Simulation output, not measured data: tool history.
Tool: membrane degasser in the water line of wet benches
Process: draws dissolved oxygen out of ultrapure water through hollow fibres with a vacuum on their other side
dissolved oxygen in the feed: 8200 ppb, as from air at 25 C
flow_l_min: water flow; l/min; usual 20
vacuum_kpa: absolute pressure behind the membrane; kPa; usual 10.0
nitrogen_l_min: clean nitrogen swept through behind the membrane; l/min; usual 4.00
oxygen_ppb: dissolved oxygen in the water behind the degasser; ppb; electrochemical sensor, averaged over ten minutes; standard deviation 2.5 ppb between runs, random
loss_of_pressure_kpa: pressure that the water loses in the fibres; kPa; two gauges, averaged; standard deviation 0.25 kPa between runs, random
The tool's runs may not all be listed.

| run | hour | flow_l_min | vacuum_kpa | nitrogen_l_min | oxygen_ppb | loss_of_pressure_kpa |
|---|---|---|---|---|---|---|
| 1 | 0.0 | 20 | 10.0 | 4.00 | 259.3 | 69.87 |
| 2 | 79.2 | 20 | 24.1 | 4.00 | 425.6 | 69.58 |
| 3 | 140.8 | 20 | 18.4 | 4.00 | 367.2 | 69.91 |
| 4 | 209.9 | 20 | 10.0 | 4.00 | 265.7 | 69.37 |
| 5 | 287.1 | 20 | 10.0 | 4.00 | 266.3 | 70.09 |
| 6 | 336.5 | 20 | 10.0 | 4.00 | 264.3 | 69.54 |
|  | 388.4 | seals of the vacuum lines changed |
| 7 | 404.4 | 20 | 10.0 | 4.00 | 261.9 | 69.93 |
| 8 | 463.9 | 22 | 10.0 | 4.00 | 326.5 | 77.07 |
| 9 | 517.8 | 22 | 10.0 | 4.00 | 329.3 | 76.56 |
| 10 | 596.9 | 20 | 10.0 | 8.51 | 222.4 | 70.18 |
| 11 | 645.2 | 20 | 10.0 | 4.00 | 267.3 | 70.22 |
| 12 | 722.8 | 20 | 10.0 | 4.00 | 267.0 | 70.15 |
| 13 | 766.9 | 20 | 10.0 | 4.00 | 271.8 | 69.91 |
| 14 | 805.0 | 26 | 10.0 | 4.00 | 487.5 | 91.44 |
| 15 | 871.3 | 20 | 10.0 | 4.00 | 269.6 | 70.36 |
| 16 | 923.5 | 20 | 10.0 | 3.70 | 272.2 | 70.60 |
| 17 | 968.5 | 20 | 10.0 | 3.70 | 275.0 | 70.06 |

Run 18 has not been measured yet. What should we expect?
| 18 | 1023.0 | 30 | 9.7 | 4.00 | ? | ? |

oxygen_ppb: 628.0 ppb
loss_of_pressure_kpa: 105.70 kPa
Had the tool carried no hidden state, the very same run would have given oxygen_ppb 584.9 ppb, loss_of_pressure_kpa 103.17 kPa.

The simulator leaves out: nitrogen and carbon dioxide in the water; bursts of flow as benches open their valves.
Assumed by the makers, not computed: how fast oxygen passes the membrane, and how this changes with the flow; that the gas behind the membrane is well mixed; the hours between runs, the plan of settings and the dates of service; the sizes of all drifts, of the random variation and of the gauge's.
